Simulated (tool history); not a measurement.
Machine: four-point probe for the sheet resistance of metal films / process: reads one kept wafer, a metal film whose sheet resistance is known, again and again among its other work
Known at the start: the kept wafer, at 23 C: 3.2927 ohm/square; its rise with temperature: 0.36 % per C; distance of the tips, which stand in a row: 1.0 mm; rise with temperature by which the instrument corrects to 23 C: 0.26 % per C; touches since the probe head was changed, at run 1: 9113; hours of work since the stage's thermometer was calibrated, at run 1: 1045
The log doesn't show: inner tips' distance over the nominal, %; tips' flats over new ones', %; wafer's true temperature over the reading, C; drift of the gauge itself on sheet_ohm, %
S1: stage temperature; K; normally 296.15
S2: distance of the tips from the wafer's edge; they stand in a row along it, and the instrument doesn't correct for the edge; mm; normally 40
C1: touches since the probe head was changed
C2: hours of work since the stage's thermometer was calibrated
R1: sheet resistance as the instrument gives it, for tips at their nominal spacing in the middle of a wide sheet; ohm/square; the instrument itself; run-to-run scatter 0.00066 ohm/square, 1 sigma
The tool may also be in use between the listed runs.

Run 1, hour 0.0: usual settings; C1 9113; C2 1045. Result: R1 3.294085 ohm/square.
Run 2, hour 31.5: usual settings; C1 10188; C2 1062. Result: R1 3.294940 ohm/square.
Run 3, hour 54.6: usual settings but S1 297.15 K; C1 10975; C2 1075. Result: R1 3.295830 ohm/square.
Run 4, hour 79.8: usual settings but S1 297.15 K, S2 4 mm; C1 11837; C2 1088. Result: R1 3.402770 ohm/square.
Run 5, hour 97.3: usual settings but S1 297.15 K, S2 4 mm; C1 12436; C2 1098. Result: R1 3.402467 ohm/square.
Run 6, hour 131.6: usual settings but S1 297.15 K, S2 4 mm; C1 13606; C2 1116. Result: R1 3.402744 ohm/square.
Run 7, hour 165.5: usual settings but S1 297.15 K, S2 4 mm; C1 14763; C2 1135. Result: R1 3.403349 ohm/square.
Run 8, hour 188.4: usual settings but S2 4 mm; C1 15545; C2 1147. Result: R1 3.399898 ohm/square.
Run 9, hour 216.6: usual settings but S1 293.15 K; C1 16508; C2 1162. Result: R1 3.284818 ohm/square.
Run 10, hour 243.6: usual settings but S1 293.15 K; C1 17429; C2 1177. Result: R1 3.285034 ohm/square.
Run 11, hour 268.4: usual settings but S1 293.15 K, S2 13 mm; C1 18278; C2 1190. Result: R1 3.292970 ohm/square.
Run 12, hour 301.5: usual settings but S1 293.15 K, S2 13 mm; C1 19408; C2 1208. Result: R1 3.293913 ohm/square.
Run 13, hour 321.5: usual settings but S1 293.15 K, S2 13 mm; C1 20091; C2 1219. Result: R1 3.294429 ohm/square.
Run 14, hour 352.7: usual settings; C1 21155; C2 1236. Result: R1 3.294770 ohm/square.
Run 15, hour 375.4: usual settings but S1 301.15 K; C1 21929; C2 1248. Result: R1 3.308905 ohm/square.
Run 16, hour 396.3: usual settings but S1 301.15 K; C1 22643; C2 1259. Result: R1 3.308309 ohm/square.
Run 17, hour 414.1: usual settings but S1 301.15 K; C1 23251; C2 1269. Result: R1 3.307507 ohm/square.
Run 18, hour 440.4: usual settings but S1 301.15 K; C1 24148; C2 1283. Result: R1 3.309192 ohm/square.
Run 19, hour 470.6: usual settings but S1 302.15 K; C1 25180; C2 1300. Result: R1 3.311607 ohm/square.
Run 20, hour 486.2: usual settings but S1 297.15 K; C1 25713; C2 1308. Result: R1 3.297357 ohm/square.
Run 21, hour 509.0: usual settings but S1 297.15 K; C1 26492; C2 1320. Result: R1 3.297022 ohm/square.
Run 22, hour 532.9: usual settings but S1 297.15 K; C1 27306; C2 1333. Result: R1 3.296863 ohm/square.
Run 23, hour 561.5: usual settings but S1 297.15 K; C1 28285; C2 1349. Result: R1 3.296382 ohm/square.
Run 24, hour 578.8: usual settings but S1 297.15 K; C1 28874; C2 1358. Result: R1 3.296952 ohm/square.
Run 25, hour 597.1: usual settings but S1 299.15 K, S2 29 mm; C1 29499; C2 1368. Result: R1 3.305158 ohm/square.
Run 26, hour 620.7: usual settings but S1 308.15 K, S2 14 mm; C1 30305; C2 1381. Result: R1 3.337844 ohm/square.
Run 27, hour 643.7: usual settings but S1 301.15 K, S2 48 mm; C1 31090; C2 1393. Result: R1 3.308050 ohm/square.
Run 28, hour 675.6: usual settings but S1 301.15 K, S2 67 mm; C1 32180; C2 1410. Result: R1 3.309467 ohm/square.
Run 29, hour 704.7: usual settings but S2 30 mm; C1 33174; C2 1426. Result: R1 3.294894 ohm/square.
Run 30, hour 728.7: usual settings but S2 30 mm; C1 33991; C2 1439. Result: R1 3.295231 ohm/square.
Run 31, hour 756.1: usual settings but S1 301.15 K, S2 34 mm; C1 34928; C2 1454. Result: R1 3.309426 ohm/square.
Run 32, hour 788.2: usual settings but S1 300.15 K; C1 36025; C2 1471. Result: R1 3.305995 ohm/square.
Run 33, hour 821.3: usual settings but S1 300.15 K, S2 6 mm; C1 37152; C2 1489. Result: R1 3.353556 ohm/square.
Run 34, hour 843.4: usual settings but S1 299.15 K, S2 6 mm; C1 37908; C2 1501. Result: R1 3.351552 ohm/square.
Run 35, hour 876.0: usual settings but S1 299.15 K, S2 6 mm; C1 39023; C2 1519. Result: R1 3.350727 ohm/square.
At hour 901.2: stage's thermometer calibrated.
Run 36, hour 902.4: usual settings but S1 299.15 K, S2 6 mm; C1 39904; C2 1. Result: R1 3.350531 ohm/square.
Run 37, hour 930.9: usual settings but S2 6 mm; C1 40879; C2 16. Result: R1 3.340917 ohm/square.
Run 38, hour 947.3: usual settings but S1 307.15 K, S2 24 mm; C1 41439; C2 25. Result: R1 3.328287 ohm/square.
Run 39, hour 962.1: usual settings but S1 307.15 K, S2 24 mm; C1 41943; C2 33. Result: R1 3.326420 ohm/square.
Run 40, hour 989.4: usual settings but S1 299.15 K, S2 70 mm; C1 42877; C2 48. Result: R1 3.300266 ohm/square.
Run 41, hour 1005.7: usual settings but S1 299.15 K, S2 70 mm; C1 43433; C2 57. Result: R1 3.301724 ohm/square.
Run 42, hour 1030.0: usual settings but S1 297.15 K, S2 30 mm; C1 44264; C2 70. Result: R1 3.296717 ohm/square.
Run 43, hour 1053.1: usual settings but S1 293.15 K, S2 5 mm; C1 45051; C2 82. Result: R1 3.352979 ohm/square.
Run 44, hour 1072.6: usual settings but S1 293.15 K, S2 8 mm; C1 45717; C2 93. Result: R1 3.311654 ohm/square.

Describe how what the log doesn't record of the tool's condition differs between the last listed run preceding each entry between runs and the first listed run following it.
In the gap between runs 35 and 36: stage's thermometer calibrated (hour 901.2)
  nothing in the hidden state changes from one run to the other

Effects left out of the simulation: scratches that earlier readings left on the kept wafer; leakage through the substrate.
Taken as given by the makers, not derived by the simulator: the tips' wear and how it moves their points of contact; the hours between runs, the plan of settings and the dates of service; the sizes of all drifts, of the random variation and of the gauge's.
